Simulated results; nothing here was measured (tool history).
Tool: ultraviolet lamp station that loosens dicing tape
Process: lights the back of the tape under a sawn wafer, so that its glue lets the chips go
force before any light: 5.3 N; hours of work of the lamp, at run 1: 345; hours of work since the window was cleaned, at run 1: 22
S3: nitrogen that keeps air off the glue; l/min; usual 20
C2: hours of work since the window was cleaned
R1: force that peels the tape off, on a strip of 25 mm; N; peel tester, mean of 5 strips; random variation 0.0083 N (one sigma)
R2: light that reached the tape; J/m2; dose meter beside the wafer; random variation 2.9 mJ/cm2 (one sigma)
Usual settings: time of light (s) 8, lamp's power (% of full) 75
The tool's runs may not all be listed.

{"run": 1, "hour": 0.0, "time of light (s)": 8, "lamp's power (% of full)": 75, "S3": 20, "hours of work of the lamp": 345, "C2": 22, "R1": 0.363, "R2": 3910}
{"run": 2, "hour": 12.5, "time of light (s)": 8, "lamp's power (% of full)": 75, "S3": 20, "hours of work of the lamp": 351, "C2": 29, "R1": 0.364, "R2": 3890}
{"run": 3, "hour": 30.2, "time of light (s)": 8, "lamp's power (% of full)": 75, "S3": 20, "hours of work of the lamp": 360, "C2": 38, "R1": 0.389, "R2": 3880}
{"run": 4, "hour": 43.3, "time of light (s)": 8, "lamp's power (% of full)": 75, "S3": 20, "hours of work of the lamp": 367, "C2": 45, "R1": 0.387, "R2": 3880}
{"run": 5, "hour": 64.4, "time of light (s)": 8, "lamp's power (% of full)": 75, "S3": 20, "hours of work of the lamp": 378, "C2": 56, "R1": 0.381, "R2": 3840}
{"run": 6, "hour": 83.7, "time of light (s)": 8, "lamp's power (% of full)": 75, "S3": 20, "hours of work of the lamp": 388, "C2": 66, "R1": 0.383, "R2": 3820}
{"run": 7, "hour": 96.1, "time of light (s)": 8, "lamp's power (% of full)": 75, "S3": 20, "hours of work of the lamp": 395, "C2": 72, "R1": 0.383, "R2": 3830}
{"run": 8, "hour": 113.3, "time of light (s)": 8, "lamp's power (% of full)": 75, "S3": 20, "hours of work of the lamp": 404, "C2": 81, "R1": 0.392, "R2": 3870}
{"run": 9, "hour": 125.5, "time of light (s)": 8, "lamp's power (% of full)": 75, "S3": 20, "hours of work of the lamp": 410, "C2": 88, "R1": 0.393, "R2": 3780}
{"run": 10, "hour": 144.3, "time of light (s)": 8, "lamp's power (% of full)": 75, "S3": 20, "hours of work of the lamp": 420, "C2": 98, "R1": 0.379, "R2": 3790}
{"run": 11, "hour": 159.5, "time of light (s)": 8, "lamp's power (% of full)": 75, "S3": 20, "hours of work of the lamp": 428, "C2": 106, "R1": 0.394, "R2": 3760}
{"run": 12, "hour": 175.9, "time of light (s)": 8, "lamp's power (% of full)": 75, "S3": 20, "hours of work of the lamp": 436, "C2": 114, "R1": 0.405, "R2": 3730}
{"run": 13, "hour": 187.3, "time of light (s)": 8, "lamp's power (% of full)": 98, "S3": 20, "hours of work of the lamp": 442, "C2": 120, "R1": 0.267, "R2": 4910}
{"run": 14, "hour": 198.5, "time of light (s)": 8, "lamp's power (% of full)": 98, "S3": 20, "hours of work of the lamp": 448, "C2": 126, "R1": 0.262, "R2": 4850}
{"run": 15, "hour": 210.8, "time of light (s)": 8, "lamp's power (% of full)": 75, "S3": 10, "hours of work of the lamp": 455, "C2": 132, "R1": 0.555, "R2": 3700}
{"run": 16, "hour": 231.7, "time of light (s)": 8, "lamp's power (% of full)": 75, "S3": 10, "hours of work of the lamp": 466, "C2": 143, "R1": 0.562, "R2": 3710}
{"run": 17, "hour": 253.0, "time of light (s)": 8, "lamp's power (% of full)": 75, "S3": 10, "hours of work of the lamp": 477, "C2": 154, "R1": 0.582, "R2": 3640}
{"run": 18, "hour": 265.4, "time of light (s)": 8, "lamp's power (% of full)": 75, "S3": 10, "hours of work of the lamp": 483, "C2": 161, "R1": 0.581, "R2": 3700}
{"run": 19, "hour": 277.4, "time of light (s)": 8, "lamp's power (% of full)": 75, "S3": 10, "hours of work of the lamp": 490, "C2": 167, "R1": 0.602, "R2": 3680}
{"run": 20, "hour": 295.4, "time of light (s)": 8, "lamp's power (% of full)": 75, "S3": 10, "hours of work of the lamp": 499, "C2": 177, "R1": 0.605, "R2": 3670}
{"run": 21, "hour": 310.9, "time of light (s)": 8, "lamp's power (% of full)": 75, "S3": 10, "hours of work of the lamp": 507, "C2": 185, "R1": 0.592, "R2": 3620}
{"run": 22, "hour": 327.4, "time of light (s)": 11, "lamp's power (% of full)": 75, "S3": 39, "hours of work of the lamp": 516, "C2": 193, "R1": 0.227, "R2": 4940}
{"run": 23, "hour": 341.7, "time of light (s)": 11, "lamp's power (% of full)": 86, "S3": 39, "hours of work of the lamp": 523, "C2": 201, "R1": 0.218, "R2": 5660}
{"run": 24, "hour": 357.1, "time of light (s)": 4, "lamp's power (% of full)": 68, "S3": 20, "hours of work of the lamp": 531, "C2": 209, "R1": 1.42, "R2": 1580}
{"run": 25, "hour": 375.9, "time of light (s)": 4, "lamp's power (% of full)": 68, "S3": 20, "hours of work of the lamp": 541, "C2": 219, "R1": 1.451, "R2": 1650}
{"run": 26, "hour": 390.6, "time of light (s)": 12, "lamp's power (% of full)": 84, "S3": 8, "hours of work of the lamp": 549, "C2": 226, "R1": 0.298, "R2": 5980}
{"run": 27, "hour": 406.1, "time of light (s)": 12, "lamp's power (% of full)": 78, "S3": 20, "hours of work of the lamp": 557, "C2": 235, "R1": 0.234, "R2": 5480}
{"hour": 408.3, "done": "window cleaned of glue's vapour"}
{"run": 28, "hour": 428.1, "time of light (s)": 8, "lamp's power (% of full)": 75, "S3": 37, "hours of work of the lamp": 568, "C2": 10, "R1": 0.362, "R2": 3450}
{"run": 29, "hour": 438.2, "time of light (s)": 12, "lamp's power (% of full)": 93, "S3": 9, "hours of work of the lamp": 573, "C2": 16, "R1": 0.251, "R2": 6350}
{"run": 30, "hour": 459.1, "time of light (s)": 12, "lamp's power (% of full)": 75, "S3": 20, "hours of work of the lamp": 584, "C2": 27, "R1": 0.249, "R2": 5090}
{"run": 31, "hour": 476.6, "time of light (s)": 6, "lamp's power (% of full)": 75, "S3": 28, "hours of work of the lamp": 593, "C2": 36, "R1": 0.69, "R2": 2590}
{"run": 32, "hour": 487.3, "time of light (s)": 8, "lamp's power (% of full)": 91, "S3": 20, "hours of work of the lamp": 599, "C2": 41, "R1": 0.343, "R2": 4100}
{"run": 33, "hour": 504.7, "time of light (s)": 8, "lamp's power (% of full)": 91, "S3": 20, "hours of work of the lamp": 608, "C2": 50, "R1": 0.349, "R2": 4030}
{"run": 34, "hour": 514.9, "time of light (s)": 16, "lamp's power (% of full)": 91, "S3": 20, "hours of work of the lamp": 613, "C2": 56, "R1": 0.211, "R2": 8100}
{"hour": 528.9, "done": "window cleaned of glue's vapour, once more"}
{"run": 35, "hour": 533.7, "time of light (s)": 16, "lamp's power (% of full)": 91, "S3": 20, "hours of work of the lamp": 623, "C2": 3, "R1": 0.201, "R2": 9100}
{"run": 36, "hour": 543.2, "time of light (s)": 7, "lamp's power (% of full)": 91, "S3": 32, "hours of work of the lamp": 628, "C2": 7, "R1": 0.311, "R2": 3900}
{"run": 37, "hour": 560.6, "time of light (s)": 8, "lamp's power (% of full)": 64, "S3": 32, "hours of work of the lamp": 637, "C2": 17, "R1": 0.428, "R2": 3150}
{"run": 38, "hour": 573.9, "time of light (s)": 11, "lamp's power (% of full)": 75, "S3": 20, "hours of work of the lamp": 644, "C2": 24, "R1": 0.244, "R2": 5080}
{"run": 39, "hour": 589.9, "time of light (s)": 5, "lamp's power (% of full)": 63, "S3": 20, "hours of work of the lamp": 652, "C2": 32, "R1": 1.105, "R2": 1930}
{"run": 40, "hour": 599.1, "time of light (s)": 5, "lamp's power (% of full)": 63, "S3": 20, "hours of work of the lamp": 657, "C2": 37, "R1": 1.167, "R2": 1900}
{"run": 41, "hour": 613.2, "time of light (s)": 13, "lamp's power (% of full)": 63, "S3": 20, "hours of work of the lamp": 665, "C2": 44, "R1": 0.272, "R2": 5040}
{"run": 42, "hour": 623.3, "time of light (s)": 13, "lamp's power (% of full)": 87, "S3": 16, "hours of work of the lamp": 670, "C2": 49, "R1": 0.214, "R2": 6890}

Measured less the same run without the tool's hidden state. The same run-to-run variation is in both; the gauge's scatter may not be:
The hidden state here: lamp's light, % of a new lamp's; light that the window lets through, % of a clean one's; drift of the gauge itself on peel_n, %; drift of the gauge itself on dose_mj_cm2, %.
run=1 R1=+0.042 R2=-310
run=2 R1=+0.043 R2=-320
run=3 R1=+0.048 R2=-340
run=4 R1=+0.049 R2=-350
run=5 R1=+0.051 R2=-370
run=6 R1=+0.055 R2=-390
run=7 R1=+0.055 R2=-400
run=8 R1=+0.06 R2=-420
run=9 R1=+0.059 R2=-430
run=10 R1=+0.061 R2=-440
run=11 R1=+0.065 R2=-460
run=12 R1=+0.07 R2=-470
run=13 R1=+0.032 R2=-630
run=14 R1=+0.032 R2=-640
run=15 R1=+0.109 R2=-500
run=16 R1=+0.115 R2=-530
run=17 R1=+0.125 R2=-540
run=18 R1=+0.125 R2=-550
run=19 R1=+0.131 R2=-560
run=20 R1=+0.137 R2=-580
run=21 R1=+0.136 R2=-600
run=22 R1=+0.02 R2=-840
run=23 R1=+0.012 R2=-990
run=24 R1=+0.273 R2=-290
run=25 R1=+0.284 R2=-290
run=26 R1=+0.052 R2=-1130
run=27 R1=+0.027 R2=-1060
run=28 R1=+0.092 R2=-780
run=29 R1=+0.041 R2=-1480
run=30 R1=+0.041 R2=-1220
run=31 R1=+0.215 R2=-620
run=32 R1=+0.086 R2=-1010
run=33 R1=+0.092 R2=-1030
run=34 R1=+0.004 R2=-2080
run=35 R1=+0.001 R2=-1180
run=36 R1=+0.046 R2=-530
run=37 R1=+0.082 R2=-430
run=38 R1=+0.029 R2=-720
run=39 R1=+0.197 R2=-280
run=40 R1=+0.211 R2=-290
run=41 R1=+0.034 R2=-760
run=42 R1=+0.012 R2=-1060
